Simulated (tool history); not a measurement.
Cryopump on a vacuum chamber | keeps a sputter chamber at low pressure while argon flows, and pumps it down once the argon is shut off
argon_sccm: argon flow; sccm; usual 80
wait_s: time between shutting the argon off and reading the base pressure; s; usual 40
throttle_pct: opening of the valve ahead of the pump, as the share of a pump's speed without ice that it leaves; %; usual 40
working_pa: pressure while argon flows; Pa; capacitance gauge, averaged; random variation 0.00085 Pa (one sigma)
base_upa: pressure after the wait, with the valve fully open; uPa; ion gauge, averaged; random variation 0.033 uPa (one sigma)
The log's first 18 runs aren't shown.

run	hour	argon_sccm	wait_s	throttle_pct	working_pa	base_upa
19	194.2	49	87	18	0.2332	1.1
20	206.6	44	159	30	0.1265	0.86
21	213.7	44	96	30	0.1273	1.13
22	222.9	44	96	30	0.1284	1.15
23	235.1	48	215	23	0.1819	0.78
24	244.6	48	215	23	0.1804	0.81
25	252.3	79	37	23	0.2955	2.26
26	266.3	79	37	23	0.3005	2.1
27	272.9	79	37	23	0.299	2.23
28	288.4	79	37	23	0.2961	2.22
29	300	79	37	23	0.2966	2.21
30	313.1	79	37	23	0.3	2.27
31	320.9	59	37	56	0.0926	2.23
32	329.3	134	37	56	0.2106	2.21
33	343	67	99	40	0.1466	1.16
34	355.4	139	274	47	0.2604	0.79

Forecast each of these 3 alternatives for the next run:
A	362.3	117	40	40	?	?
B	362.3	130	62	40	?	?
C	362.3	43	231	50	?	?

run	working_pa	base_upa
A	0.2559	2.14
B	0.2831	1.6
C	0.0749	0.81
Without the tool's hidden state the same runs would have given:
run	working_pa	base_upa
A	0.2511	1.75
B	0.2779	1.2
C	0.0731	0.42
